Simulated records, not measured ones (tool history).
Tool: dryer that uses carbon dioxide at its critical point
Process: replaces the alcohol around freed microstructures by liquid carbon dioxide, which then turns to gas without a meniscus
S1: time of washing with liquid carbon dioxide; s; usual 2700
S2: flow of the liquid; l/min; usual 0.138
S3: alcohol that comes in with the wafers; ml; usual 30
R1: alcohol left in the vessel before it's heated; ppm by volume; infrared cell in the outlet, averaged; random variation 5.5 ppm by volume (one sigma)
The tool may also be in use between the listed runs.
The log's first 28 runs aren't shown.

run 29 hour=182.5 | S1=3360 S2=0.128 S3=26 | R1=94
run 30 hour=190.9 | S1=3840 S2=0.121 S3=26 | R1=72
run 31 hour=196.7 | S1=2160 S2=0.138 S3=30 | R1=488
run 32 hour=200.5 | S1=2580 S2=0.093 S3=40 | R1=1523
run 33 hour=207.3 | S1=1860 S2=0.138 S3=82 | R1=2294
run 34 hour=213.1 | S1=2040 S2=0.120 S3=30 | R1=1044
run 35 hour=221.7 | S1=2700 S2=0.138 S3=45 | R1=276
run 36 hour=225.7 | S1=2700 S2=0.138 S3=64 | R1=396
run 37 hour=232.9 | S1=2700 S2=0.138 S3=64 | R1=378
run 38 hour=240.5 | S1=2700 S2=0.138 S3=64 | R1=397

The next listed run, before its measurement:
run 39 hour=246.8 | S1=4140 S2=0.138 S3=30 | R1=?

{"run 39": {"R1": 53}}
Without the tool's hidden state the same run would have given R1 25 ppm by volume.
